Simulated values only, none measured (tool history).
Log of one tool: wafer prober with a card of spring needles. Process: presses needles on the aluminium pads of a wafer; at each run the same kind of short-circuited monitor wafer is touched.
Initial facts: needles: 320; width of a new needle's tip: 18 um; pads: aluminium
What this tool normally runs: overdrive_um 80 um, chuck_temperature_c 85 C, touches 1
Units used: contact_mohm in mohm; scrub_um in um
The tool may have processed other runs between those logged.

run     day  overdrive_um  chuck_temperature_c  touches  contact_mohm  scrub_um
  1   0.000            80                   85        1           309     19.08
      0.221  -- tips cleaned on abrasive film
      0.488  -- height of the first contact set anew
      0.888  -- tips cleaned on abrasive film
  2   0.900            80                   85        1           245     18.98
      1.604  -- tips cleaned on abrasive film
  3   1.708            80                   85        2           251     18.96
      2.271  -- tips cleaned on abrasive film
  4   2.708            80                   85        3           258     18.96
      2.942  -- tips cleaned on abrasive film
  5   3.271            80                   85        3           256     18.94
      3.592  -- height of the first contact set anew, once more
      3.596  -- tips cleaned on abrasive film
  6   3.812            80                   85        3           256     19.26
      4.262  -- tips cleaned on abrasive film
  7   4.783            80                   85        1           307     19.25
      4.950  -- tips cleaned on abrasive film
      5.567  -- tips cleaned on abrasive film
  8   5.762            80                   85        1           289     19.22
      6.188  -- tips cleaned on abrasive film
  9   6.475            80                   85        1           298     19.21
      6.892  -- tips cleaned on abrasive film
 10   7.279            80                   85        1           304     19.19
      7.558  -- tips cleaned on abrasive film
      8.271  -- tips cleaned on abrasive film
 11   8.446            80                   85        1           281     19.14
      8.904  -- tips cleaned on abrasive film
      9.517  -- tips cleaned on abrasive film
 12   9.517            80                   39        1           234     19.12
 13  10.042            85                   38        1           289     20.34
     10.142  -- tips cleaned on abrasive film
     10.758  -- tips cleaned on abrasive film
 14  10.938            90                   40        1           259     21.49
     11.396  -- tips cleaned on abrasive film
 15  11.975            80                   27        2           269     19.08
     12.054  -- tips cleaned on abrasive film
     12.729  -- tips cleaned on abrasive film
     12.850  -- height of the first contact set anew
 16  13.133            80                  121        1           309     19.29
     13.412  -- tips cleaned on abrasive film
     14.033  -- tips cleaned on abrasive film
 17  14.058            80                   83        1           247     19.26
     14.662  -- tips cleaned on abrasive film
 18  15.142            80                   83        1           309     19.22
     15.321  -- tips cleaned on abrasive film
     16.033  -- tips cleaned on abrasive film
 19  16.433            94                   83        1           289     22.55
     16.679  -- tips cleaned on abrasive film
 20  17.054            94                   30        3           235     22.57
     17.346  -- tips cleaned on abrasive film
     18.054  -- tips cleaned on abrasive film
 21  18.146            94                   30        3           229     22.54
     18.688  -- tips cleaned on abrasive film
 22  18.908            94                   30        3           237     22.53
     19.362  -- tips cleaned on abrasive film
     20.021  -- tips cleaned on abrasive film
 23  20.212            73                   27        1           299     17.39
     20.654  -- tips cleaned on abrasive film
     21.312  -- tips cleaned on abrasive film
 24  21.492            73                   27        1           283     17.36

Consider 3 possible next runs. They are alternatives, not a sequence: every one starts from the tool as it was left by run 24. What does each give?
     21.996  -- tips cleaned on abrasive film
     22.092  -- height of the first contact set anew
  A  22.421            75                   27        1             ?         ?
     21.996  -- tips cleaned on abrasive film
     22.092  -- height of the first contact set anew
  B  22.421            83                  105        1             ?         ?
     21.996  -- tips cleaned on abrasive film
     22.092  -- height of the first contact set anew
  C  22.421            80                   95        1             ?         ?

run  contact_mohm  scrub_um
  A           311     18.09
  B           305     19.99
  C           314     19.31
Without the tool's unlogged condition, the same runs would have read:
run  contact_mohm  scrub_um
  A           219     18.09
  B           237     19.99
  C           239     19.31
